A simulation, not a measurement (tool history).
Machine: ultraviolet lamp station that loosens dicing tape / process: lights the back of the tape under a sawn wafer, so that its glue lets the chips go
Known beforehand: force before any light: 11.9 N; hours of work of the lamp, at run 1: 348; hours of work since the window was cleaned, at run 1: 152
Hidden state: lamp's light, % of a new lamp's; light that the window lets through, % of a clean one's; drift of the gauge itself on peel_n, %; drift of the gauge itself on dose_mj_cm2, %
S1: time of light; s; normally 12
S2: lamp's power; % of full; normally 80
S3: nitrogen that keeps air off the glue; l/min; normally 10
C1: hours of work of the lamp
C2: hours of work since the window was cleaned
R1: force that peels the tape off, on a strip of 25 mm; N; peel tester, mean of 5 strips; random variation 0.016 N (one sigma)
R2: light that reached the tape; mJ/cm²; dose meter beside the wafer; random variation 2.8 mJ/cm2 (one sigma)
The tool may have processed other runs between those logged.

run    hour  S1  S2  S3    C1   C2     R1   R2
  1     0.0  12  80  10   348  152  0.932  345
  2    55.1  12  74  10   387  191  1.158  315
  3   107.8  12  74  10   424  229  1.176  311
  4   173.8  12  74  10   471  276  1.233  307
  5   214.3  12  74  10   500  304  1.272  303
  6   256.2  12  74  10   530  334  1.332  301
  7   334.3  12  80   6   585  390  1.585  313
  8   396.3  12  80   6   630  434  1.622  305
  9   437.0  12  80   6   659  463  1.731  303
 10   483.3  12  80  10   691  496  1.292  301
 11   529.7  12  80  10   725  529  1.326  298
 12   609.8  12  80  10   782  586  1.363  284
 13   672.2  12  80   5   826  630  2.046  283
      699.2  -- window cleaned of glue's vapour
 14   749.9  12  80   5   881   36  1.545  332
 15   786.8  12  80   5   907   62  1.571  333
 16   850.2  12  80   5   952  107  1.667  323
 17   917.6  12  80   5  1000  155  1.652  322
 18   998.1  12  80   5  1058  213  1.799  310
 19  1070.0  12  80  10  1109  264  1.245  302
 20  1145.1  12  80  10  1162  317  1.328  298
 21  1223.9  12  80  10  1218  373  1.334  290
 22  1313.2  21  95  10  1282  437  0.293  589
 23  1385.5  21  95  10  1333  488  0.304  571
 24  1451.9   6  89   4  1380  536  5.126  150
 25  1528.6   6  89   4  1435  590  5.218  145
 26  1571.2  11  94  20  1465  621  1.054  274
     1613.5  -- window cleaned of glue's vapour
 27  1649.8  11  80  10  1521   26  1.424  288
 28  1713.1  13  63   7  1566   71  2.084  262
 29  1755.9  13  63   7  1596  101  2.183  256
 30  1843.2  11  66   3  1658  163  3.848  220
 31  1904.3  11  66   3  1702  207  3.817  217
 32  1959.1  12  74   5  1741  246  2.375  256
 33  2020.2   6  80  11  1784  289  4.007  136
     2080.3  -- lamp changed
 34  2096.2  14  65  10    11  343  1.102  323

Run 35 comes next. What will it give?
 35  2163.0   9  65  16  59  390   ?   ?

{"run 35": {"R1": 2.038, "R2": 208}}
Take away the tool's hidden state, keep the run-to-run variation as it was, and the same run would have given R1 1.606 N, R2 238 mJ/cm².
